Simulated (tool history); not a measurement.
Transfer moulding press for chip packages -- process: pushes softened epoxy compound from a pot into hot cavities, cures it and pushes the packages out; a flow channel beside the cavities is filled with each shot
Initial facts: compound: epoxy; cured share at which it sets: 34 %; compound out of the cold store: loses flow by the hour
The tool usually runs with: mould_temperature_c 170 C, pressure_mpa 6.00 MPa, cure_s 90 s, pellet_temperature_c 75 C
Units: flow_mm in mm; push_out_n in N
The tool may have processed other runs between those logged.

run	hour	mould_temperature_c	pressure_mpa	cure_s	pellet_temperature_c	incoming compound's hours out of the cold store	flow_mm	push_out_n
1	0.0	170	6.00	90	75	13.2	881	493
2	13.9	170	6.00	85	75	47.6	773	620
3	20.8	170	6.00	85	75	24.9	833	705
4	31.0	170	6.00	85	75	13.4	871	797
5	45.1	170	6.74	90	75	34.0	859	713
6	59.6	170	6.74	90	72	38.6	829	768
7	73.2	170	6.74	90	72	32.2	841	784
8	87.7	170	6.74	90	72	19.7	876	830
# hour 90.2: cavities cleaned with cleaning compound and waxed
9	99.2	170	6.74	90	72	40.6	820	516
# hour 104.5: mould's thermocouples calibrated
10	111.1	170	6.74	90	72	32.1	838	615
11	124.8	170	4.88	90	75	26.3	726	671
12	136.9	170	4.88	90	75	37.7	698	688
13	147.9	170	4.88	90	75	24.4	730	761
14	159.3	170	6.00	90	75	15.8	828	801
15	172.8	170	6.00	90	75	23.9	794	767
# hour 183.0: cavities cleaned with cleaning compound and waxed
16	184.6	170	6.00	90	75	30.3	784	466
# hour 191.2: plunger's sealing rings changed
17	202.3	170	6.00	90	75	33.8	838	578
18	210.2	173	5.71	109	79	10.7	884	458
19	218.7	167	5.61	90	75	11.3	874	890
20	234.8	167	5.61	90	75	39.4	791	862
21	248.8	165	6.35	101	66	34.8	870	825
22	261.9	163	6.00	126	75	45.2	795	628
23	268.7	170	6.30	71	75	21.5	888	1447
# hour 276.4: cavities cleaned with cleaning compound and waxed
24	286.3	163	7.35	71	74	37.5	919	1432
25	295.0	163	7.35	71	74	36.7	919	1517
26	306.8	168	5.06	90	74	40.7	740	694
27	318.8	168	5.06	90	74	37.2	736	768

The next listed run, before its measurement:
28	333.8	168	5.06	90	74	10.5	?	?

{"run 28": {"flow_mm": 815, "push_out_n": 865}}
The same run, on a tool lacking any hidden state, would have yielded flow_mm 842 mm, push_out_n 524 N.
